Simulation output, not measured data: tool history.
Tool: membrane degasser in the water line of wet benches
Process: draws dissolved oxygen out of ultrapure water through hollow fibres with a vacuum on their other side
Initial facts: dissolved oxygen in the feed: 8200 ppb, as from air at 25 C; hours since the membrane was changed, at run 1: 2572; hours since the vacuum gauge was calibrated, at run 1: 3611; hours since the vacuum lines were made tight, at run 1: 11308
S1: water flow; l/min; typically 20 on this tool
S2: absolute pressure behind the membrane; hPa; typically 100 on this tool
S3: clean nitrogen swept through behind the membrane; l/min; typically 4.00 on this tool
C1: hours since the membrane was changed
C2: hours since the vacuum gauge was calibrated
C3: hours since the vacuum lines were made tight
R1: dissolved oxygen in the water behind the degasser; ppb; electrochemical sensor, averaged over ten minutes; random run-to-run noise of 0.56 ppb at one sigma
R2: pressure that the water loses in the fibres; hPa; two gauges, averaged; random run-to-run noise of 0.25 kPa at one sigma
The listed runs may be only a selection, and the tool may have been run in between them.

run    hour  S1   S2     S3    C1    C2     C3     R1      R2
  1     0.0  20  100   4.00  2572  3611  11308   92.0   663.9
  2   135.6  20  100   4.00  2707  3746  11444   92.2   667.1
  3   195.7  20  100   4.00  2767  3806  11504   91.4   662.0
  4   254.9  23  100   4.00  2827  3866  11563  105.2   768.0
  5   366.4  23  100   4.00  2938  3977  11675  105.6   771.1
  6   463.2  23  100   4.00  3035  4074  11772  106.4   767.5
  7   528.9  31  100   4.00  3101  4140  11837  144.5  1035.9
  8   653.9  20  100   5.97  3226  4265  11962   63.3   666.3
  9   763.7  20  100   5.97  3335  4374  12072   63.6   668.0
 10   900.2  20  165   4.00  3472  4511  12209  171.9   668.7
 11   984.4  20  165  11.58  3556  4595  12293   64.4   670.5
     1106.2  -- seals of the vacuum lines changed
 12  1107.8  20  165  11.58  3678  4717      2   61.1   669.7
 13  1175.1  20  100   6.48  3745  4784     69   56.6   667.8
 14  1304.7  20  100   6.48  3874  4913    199   56.3   666.7
 15  1427.1  19  100   4.47  3997  5036    321   76.2   639.1
 16  1553.5  29  113   4.47  4123  5162    447  138.4   972.7
 17  1643.7  20   87   3.30  4213  5252    538   87.3   665.2
 18  1781.9  16  206   3.30  4352  5391    676  206.7   535.4
 19  1869.9  14  197   4.00  4440  5479    764  143.9   473.0

4 options for the next run, each taken on its own from the tool as it stands now. Forecast them:
  A  1993.3  20  229  3.28  4563  5602  887   ?   ?
  B  1993.3  18   63  4.00  4563  5602  887   ?   ?
  C  1993.3  20  157  4.00  4563  5602  887   ?   ?
  D  1993.3  15  197  4.00  4563  5602  887   ?   ?

run     R1     R2
  A  286.8  672.6
  B   39.7  601.1
  C  156.4  666.9
  D  153.1  503.9
What these runs would have given with no unlogged condition in the tool:
run     R1     R2
  A  282.7  662.1
  B   36.8  591.7
  C  152.9  656.5
  D  150.4  496.1
